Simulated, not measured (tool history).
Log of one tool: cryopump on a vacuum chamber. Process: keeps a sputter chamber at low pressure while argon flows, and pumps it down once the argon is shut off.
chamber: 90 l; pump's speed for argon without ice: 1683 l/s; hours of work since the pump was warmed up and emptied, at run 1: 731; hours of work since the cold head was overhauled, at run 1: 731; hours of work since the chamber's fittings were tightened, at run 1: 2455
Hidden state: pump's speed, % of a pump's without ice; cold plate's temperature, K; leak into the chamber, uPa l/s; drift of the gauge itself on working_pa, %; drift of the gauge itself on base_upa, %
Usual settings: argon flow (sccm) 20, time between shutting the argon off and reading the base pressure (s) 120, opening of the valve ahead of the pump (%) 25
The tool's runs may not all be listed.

run,day,argon flow (sccm),time between shutting the argon off and reading the base pressure (s),opening of the valve ahead of the pump (%),hours of work since the pump was warmed up and emptied,hours of work since the cold head was overhauled,hours of work since the chamber's fittings were tightened,pressure while argon flows (Pa),pressure after the wait (uPa)
1,0,20,120,25,731,731,2455,0.088,2.61
2,1.308,23,120,25,755,755,2480,0.1024,2.67
3,2.833,23,120,25,784,784,2508,0.1025,2.61
# day 3.2: pump warmed up, emptied and cooled again
4,5.104,23,120,25,36,822,2547,0.0925,2.13
5,7.579,23,120,25,82,869,2593,0.0937,2.11
6,9.896,25,120,16,125,912,2636,0.158,2.15
7,11.425,12,32,18,154,941,2665,0.0678,4.21
8,13.5,22,32,18,193,979,2704,0.1245,4.09
9,15.129,13,32,18,223,1010,2734,0.0737,4.02
10,16.883,20,148,33,256,1043,2767,0.0637,2.24

The same runs without the tool's hidden state, with the same run-to-run variation:
run,pressure while argon flows (Pa),pressure after the wait (uPa)
1,0.08,0.87
2,0.0928,0.88
3,0.0923,0.83
4,0.0919,0.85
5,0.0927,0.81
6,0.1565,0.82
7,0.067,2.79
8,0.1226,2.66
9,0.0724,2.6
10,0.0614,0.73
